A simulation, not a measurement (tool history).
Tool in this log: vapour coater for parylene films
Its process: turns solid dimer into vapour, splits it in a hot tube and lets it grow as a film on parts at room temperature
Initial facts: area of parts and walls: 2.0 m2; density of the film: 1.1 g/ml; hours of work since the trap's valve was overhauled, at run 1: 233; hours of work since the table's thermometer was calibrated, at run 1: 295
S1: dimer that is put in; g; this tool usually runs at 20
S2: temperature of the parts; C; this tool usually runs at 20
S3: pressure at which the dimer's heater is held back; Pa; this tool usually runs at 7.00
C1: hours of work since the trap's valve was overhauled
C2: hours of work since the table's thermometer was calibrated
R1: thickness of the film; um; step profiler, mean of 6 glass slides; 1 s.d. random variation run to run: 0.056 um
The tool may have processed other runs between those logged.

{"run": 1, "hour": 0.0, "S1": 20, "S2": 20, "S3": 7.0, "C1": 233, "C2": 295, "R1": 5.68}
{"run": 2, "hour": 21.0, "S1": 20, "S2": 20, "S3": 7.0, "C1": 242, "C2": 304, "R1": 5.6}
{"hour": 27.9, "done": "trap's valve overhauled"}
{"run": 3, "hour": 47.5, "S1": 20, "S2": 20, "S3": 7.0, "C1": 8, "C2": 313, "R1": 5.44}
{"run": 4, "hour": 65.4, "S1": 20, "S2": 20, "S3": 7.0, "C1": 16, "C2": 321, "R1": 5.31}
{"run": 5, "hour": 90.7, "S1": 20, "S2": 20, "S3": 4.65, "C1": 26, "C2": 331, "R1": 5.5}
{"run": 6, "hour": 105.5, "S1": 20, "S2": 20, "S3": 4.65, "C1": 32, "C2": 337, "R1": 5.4}
{"run": 7, "hour": 130.2, "S1": 20, "S2": 20, "S3": 4.65, "C1": 43, "C2": 348, "R1": 5.4}
{"run": 8, "hour": 147.9, "S1": 30, "S2": 20, "S3": 7.0, "C1": 50, "C2": 355, "R1": 7.73}
{"run": 9, "hour": 165.1, "S1": 36, "S2": 20, "S3": 7.0, "C1": 57, "C2": 362, "R1": 9.3}
{"hour": 176.6, "done": "trap's valve overhauled, once more"}
{"run": 10, "hour": 200.2, "S1": 36, "S2": 20, "S3": 7.0, "C1": 10, "C2": 375, "R1": 11.54}
{"run": 11, "hour": 219.3, "S1": 20, "S2": 21, "S3": 7.0, "C1": 18, "C2": 383, "R1": 6.31}
{"run": 12, "hour": 246.8, "S1": 20, "S2": 21, "S3": 7.0, "C1": 29, "C2": 395, "R1": 6.15}
{"run": 13, "hour": 264.4, "S1": 20, "S2": 21, "S3": 7.0, "C1": 37, "C2": 402, "R1": 6.17}
{"run": 14, "hour": 285.2, "S1": 20, "S2": 21, "S3": 7.66, "C1": 45, "C2": 411, "R1": 5.88}
{"run": 15, "hour": 313.4, "S1": 20, "S2": 21, "S3": 7.66, "C1": 57, "C2": 423, "R1": 5.94}
{"run": 16, "hour": 327.8, "S1": 20, "S2": 21, "S3": 7.66, "C1": 63, "C2": 429, "R1": 5.89}
{"run": 17, "hour": 351.4, "S1": 20, "S2": 20, "S3": 6.77, "C1": 73, "C2": 439, "R1": 6.17}
{"run": 18, "hour": 371.0, "S1": 20, "S2": 20, "S3": 6.77, "C1": 81, "C2": 447, "R1": 6.15}
{"run": 19, "hour": 392.8, "S1": 20, "S2": 20, "S3": 7.0, "C1": 91, "C2": 456, "R1": 6.11}
{"run": 20, "hour": 424.4, "S1": 20, "S2": 20, "S3": 10.45, "C1": 104, "C2": 469, "R1": 5.71}
{"run": 21, "hour": 448.2, "S1": 20, "S2": 20, "S3": 10.45, "C1": 114, "C2": 479, "R1": 5.88}
{"run": 22, "hour": 472.4, "S1": 33, "S2": 12, "S3": 3.82, "C1": 124, "C2": 489, "R1": 13.67}
{"run": 23, "hour": 488.3, "S1": 13, "S2": 28, "S3": 3.82, "C1": 130, "C2": 496, "R1": 3.03}
{"run": 24, "hour": 513.2, "S1": 18, "S2": 20, "S3": 3.24, "C1": 141, "C2": 506, "R1": 5.76}
{"run": 25, "hour": 542.8, "S1": 18, "S2": 20, "S3": 3.24, "C1": 153, "C2": 519, "R1": 5.82}
{"run": 26, "hour": 557.2, "S1": 13, "S2": 30, "S3": 3.24, "C1": 159, "C2": 525, "R1": 2.81}

Predict the results of run 27:
{"run": 27, "hour": 579.2, "S1": 8, "S2": 19, "S3": 2.75, "C1": 169, "C2": 534, "R1": "?"}

R1: 2.69 um
On a tool with no hidden condition, and with the same random variation, this run would have come out at R1 3.00 um.

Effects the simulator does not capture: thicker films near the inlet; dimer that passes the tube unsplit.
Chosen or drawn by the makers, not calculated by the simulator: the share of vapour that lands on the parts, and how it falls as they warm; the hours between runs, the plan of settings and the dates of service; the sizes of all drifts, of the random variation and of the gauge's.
